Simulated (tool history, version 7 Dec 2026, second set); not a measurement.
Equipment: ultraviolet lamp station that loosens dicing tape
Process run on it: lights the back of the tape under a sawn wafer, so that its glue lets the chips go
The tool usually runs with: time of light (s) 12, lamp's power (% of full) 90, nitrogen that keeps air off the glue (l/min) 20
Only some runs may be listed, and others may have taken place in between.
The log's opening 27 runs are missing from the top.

| run | hour | time of light (s) | lamp's power (% of full) | nitrogen that keeps air off the glue (l/min) | hours of work of the lamp | hours of work since the window was cleaned | force that peels the tape off (N) | light that reached the tape (J/m2) |
|---|---|---|---|---|---|---|---|---|
| 28 | 681.1 | 11 | 67 | 31 | 389 | 44 | 0.963 | 2830 |
| 29 | 716.0 | 11 | 67 | 31 | 406 | 62 | 0.977 | 2830 |
| 30 | 733.2 | 11 | 67 | 31 | 415 | 71 | 0.990 | 2810 |
| 31 | 761.2 | 10 | 73 | 9 | 429 | 85 | 2.232 | 2740 |
| 32 | 781.6 | 10 | 73 | 9 | 439 | 95 | 2.316 | 2700 |
| 33 | 796.5 | 10 | 73 | 9 | 447 | 103 | 2.330 | 2710 |
| 34 | 828.0 | 10 | 73 | 9 | 463 | 118 | 2.371 | 2650 |
| 35 | 846.2 | 15 | 73 | 6 | 472 | 128 | 1.599 | 3970 |
| 36 | 876.8 | 15 | 73 | 6 | 487 | 143 | 1.710 | 3930 |
| 37 | 904.6 | 15 | 73 | 6 | 501 | 157 | 1.711 | 3820 |

Each row is a separate what-if for the run after 37, all from the same tool condition, not one after another. Results?
| A | 920.7 | 18 | 74 | 34 | 510 | 165 | ? | ? |
| B | 920.7 | 12 | 77 | 7 | 510 | 165 | ? | ? |
| C | 920.7 | 15 | 63 | 8 | 510 | 165 | ? | ? |

| run | force that peels the tape off (N) | light that reached the tape (J/m2) |
|---|---|---|
| A | 0.247 | 4700 |
| B | 2.119 | 3250 |
| C | 1.843 | 3260 |
With no hidden state in the tool, these same runs would have given:
| run | force that peels the tape off (N) | light that reached the tape (J/m2) |
|---|---|---|
| A | 0.113 | 6810 |
| B | 1.077 | 4700 |
| C | 0.896 | 4740 |
